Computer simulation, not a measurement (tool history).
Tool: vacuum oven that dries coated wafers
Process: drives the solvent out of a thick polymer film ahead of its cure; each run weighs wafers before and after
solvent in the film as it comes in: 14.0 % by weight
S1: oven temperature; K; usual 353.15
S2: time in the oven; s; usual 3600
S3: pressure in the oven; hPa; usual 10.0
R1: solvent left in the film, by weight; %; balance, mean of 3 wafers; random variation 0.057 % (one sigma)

run 1 hour=0.0 | S1=353.15 S2=3600 S3=10.0 | R1=3.73
run 2 hour=40.8 | S1=346.15 S2=3600 S3=10.0 | R1=5.78
run 3 hour=73.3 | S1=339.15 S2=3600 S3=10.0 | R1=8.22
run 4 hour=124.1 | S1=339.15 S2=3600 S3=10.0 | R1=8.04
run 5 hour=160.5 | S1=339.15 S2=3600 S3=10.0 | R1=8.09
run 6 hour=206.0 | S1=353.15 S2=3600 S3=5.8 | R1=3.14
run 7 hour=257.6 | S1=353.15 S2=3600 S3=5.8 | R1=3.16
run 8 hour=297.8 | S1=353.15 S2=3600 S3=5.8 | R1=3.14
run 9 hour=331.8 | S1=353.15 S2=3600 S3=5.8 | R1=3.11
run 10 hour=358.0 | S1=353.15 S2=3600 S3=10.0 | R1=3.92
run 11 hour=392.1 | S1=353.15 S2=3600 S3=10.0 | R1=3.97
run 12 hour=421.9 | S1=353.15 S2=3600 S3=10.0 | R1=3.92
run 13 hour=444.2 | S1=353.15 S2=3600 S3=7.2 | R1=3.48
run 14 hour=482.4 | S1=353.15 S2=3600 S3=7.2 | R1=3.34
run 15 hour=515.9 | S1=353.15 S2=1980 S3=7.2 | R1=5.41
run 16 hour=549.0 | S1=353.15 S2=1980 S3=7.2 | R1=5.42
run 17 hour=575.9 | S1=353.15 S2=3600 S3=11.0 | R1=4.17
run 18 hour=609.8 | S1=353.15 S2=3600 S3=15.6 | R1=4.86
run 19 hour=631.3 | S1=353.15 S2=5700 S3=15.6 | R1=4.12
run 20 hour=674.9 | S1=353.15 S2=5700 S3=15.6 | R1=3.98
run 21 hour=714.1 | S1=353.15 S2=3600 S3=10.0 | R1=4.03
run 22 hour=747.4 | S1=363.15 S2=3600 S3=10.0 | R1=2.10
run 23 hour=775.0 | S1=363.15 S2=3600 S3=10.0 | R1=2.08
run 24 hour=798.7 | S1=363.15 S2=3600 S3=17.5 | R1=2.94
-- hour=805.1 vacuum gauge cleaned of residue and calibrated
run 25 hour=835.7 | S1=348.15 S2=3720 S3=39.8 | R1=11.12
run 26 hour=872.6 | S1=353.15 S2=3600 S3=11.6 | R1=4.51
run 27 hour=922.1 | S1=353.15 S2=3600 S3=11.2 | R1=4.37
run 28 hour=968.6 | S1=340.15 S2=3600 S3=7.8 | R1=7.93
run 29 hour=1009.7 | S1=340.15 S2=3600 S3=7.8 | R1=8.03
run 30 hour=1047.4 | S1=344.15 S2=3600 S3=32.0 | R1=11.20
run 31 hour=1068.7 | S1=368.15 S2=2520 S3=22.2 | R1=3.15
run 32 hour=1098.4 | S1=367.15 S2=2520 S3=5.0 | R1=1.59
-- hour=1112.4 vacuum gauge cleaned of residue and calibrated, once more
run 33 hour=1127.6 | S1=364.15 S2=4020 S3=5.0 | R1=0.70
run 34 hour=1178.8 | S1=364.15 S2=4020 S3=5.0 | R1=0.76
run 35 hour=1202.9 | S1=364.15 S2=4020 S3=5.0 | R1=0.74
run 36 hour=1249.9 | S1=364.15 S2=4020 S3=5.0 | R1=0.82
run 37 hour=1274.7 | S1=364.15 S2=4020 S3=5.0 | R1=0.82
run 38 hour=1323.6 | S1=364.15 S2=4020 S3=5.0 | R1=0.81
run 39 hour=1370.0 | S1=350.15 S2=3600 S3=8.6 | R1=4.06
run 40 hour=1393.7 | S1=350.15 S2=3600 S3=8.6 | R1=4.28
run 41 hour=1433.0 | S1=345.15 S2=1920 S3=11.5 | R1=8.31
run 42 hour=1484.2 | S1=352.15 S2=3600 S3=6.2 | R1=3.28
run 43 hour=1535.1 | S1=352.15 S2=3600 S3=6.2 | R1=3.15
run 44 hour=1573.2 | S1=353.15 S2=4500 S3=14.1 | R1=3.76
run 45 hour=1602.5 | S1=353.15 S2=2940 S3=13.6 | R1=4.96
run 46 hour=1652.7 | S1=353.15 S2=2940 S3=13.6 | R1=4.93
run 47 hour=1687.2 | S1=353.15 S2=2940 S3=13.6 | R1=5.01

The same runs without the tool's hidden state, with the same run-to-run variation:
The hidden state here: true wafer temperature over the reading, C; true pressure over the reading, kPa; drift of the gauge itself on solvent_pct, %.
run=1 R1=3.36
run=2 R1=5.33
run=3 R1=7.71
run=4 R1=7.51
run=5 R1=7.53
run=6 R1=2.66
run=7 R1=2.66
run=8 R1=2.61
run=9 R1=2.59
run=10 R1=3.38
run=11 R1=3.39
run=12 R1=3.35
run=13 R1=2.90
run=14 R1=2.75
run=15 R1=4.89
run=16 R1=4.88
run=17 R1=3.52
run=18 R1=4.18
run=19 R1=3.38
run=20 R1=3.22
run=21 R1=3.32
run=22 R1=1.57
run=23 R1=1.54
run=24 R1=2.38
run=25 R1=10.08
run=26 R1=3.60
run=27 R1=3.44
run=28 R1=6.77
run=29 R1=6.85
run=30 R1=10.01
run=31 R1=2.53
run=32 R1=0.97
run=33 R1=0.66
run=34 R1=0.71
run=35 R1=0.68
run=36 R1=0.75
run=37 R1=0.74
run=38 R1=0.72
run=39 R1=3.77
run=40 R1=3.98
run=41 R1=8.01
run=42 R1=2.96
run=43 R1=2.81
run=44 R1=3.40
run=45 R1=4.55
run=46 R1=4.50
run=47 R1=4.56
